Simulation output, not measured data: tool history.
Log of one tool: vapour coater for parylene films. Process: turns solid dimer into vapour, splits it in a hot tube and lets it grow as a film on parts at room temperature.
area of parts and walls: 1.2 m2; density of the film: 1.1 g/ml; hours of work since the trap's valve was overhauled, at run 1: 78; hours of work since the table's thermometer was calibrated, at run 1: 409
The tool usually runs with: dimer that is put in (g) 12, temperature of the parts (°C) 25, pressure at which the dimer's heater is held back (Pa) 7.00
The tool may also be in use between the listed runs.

run	hour	dimer that is put in (g)	temperature of the parts (°C)	pressure at which the dimer's heater is held back (Pa)	hours of work since the trap's valve was overhauled	hours of work since the table's thermometer was calibrated	thickness of the film (nm)
1	0.0	12	25	7.00	78	409	5290
2	28.7	12	25	7.00	96	428	5320
3	48.6	6	25	7.00	109	441	2700
4	81.6	6	25	7.00	130	462	2720
5	112.4	6	25	7.00	150	481	2670
6	152.2	12	32	7.00	175	507	4460
7	170.3	12	25	7.00	187	519	5300
8	201.3	12	25	7.00	207	538	5320
9	236.6	12	25	7.00	229	561	5350
# hour 253.7: trap's valve overhauled
10	271.3	12	25	7.00	11	581	5410
11	299.3	12	25	7.00	29	599	5340
12	318.2	11	25	7.00	41	611	4890
13	343.4	12	23	7.00	57	627	5600
14	371.3	8	25	3.60	75	645	3880
15	403.3	12	18	7.00	96	665	6330
16	425.2	12	18	7.00	110	679	6430
17	458.6	16	32	2.73	131	701	6790
18	482.8	17	20	4.67	147	716	8950
19	523.8	12	21	4.88	173	742	6210
20	559.5	6	20	4.92	196	765	3150
21	581.5	11	21	5.94	210	779	5530
22	607.9	11	21	5.94	227	796	5560
# hour 627.9: trap's valve overhauled
23	650.0	21	36	11.76	14	821	6450
24	690.5	12	20	7.00	40	847	6100
25	709.0	11	27	6.82	52	858	4630
26	747.3	15	25	7.00	76	883	6600

Here are 3 independent what-if runs from the current tool condition. What would each one return?
A	788.3	15	25	2.89	103	909	?
B	788.3	15	25	3.30	103	909	?
C	788.3	10	24	7.41	103	909	?

run	thickness of the film (nm)
A	7510
B	7360
C	4500
Had the tool no hidden state, the same runs would have come out as:
run	thickness of the film (nm)
A	7520
B	7370
C	4500
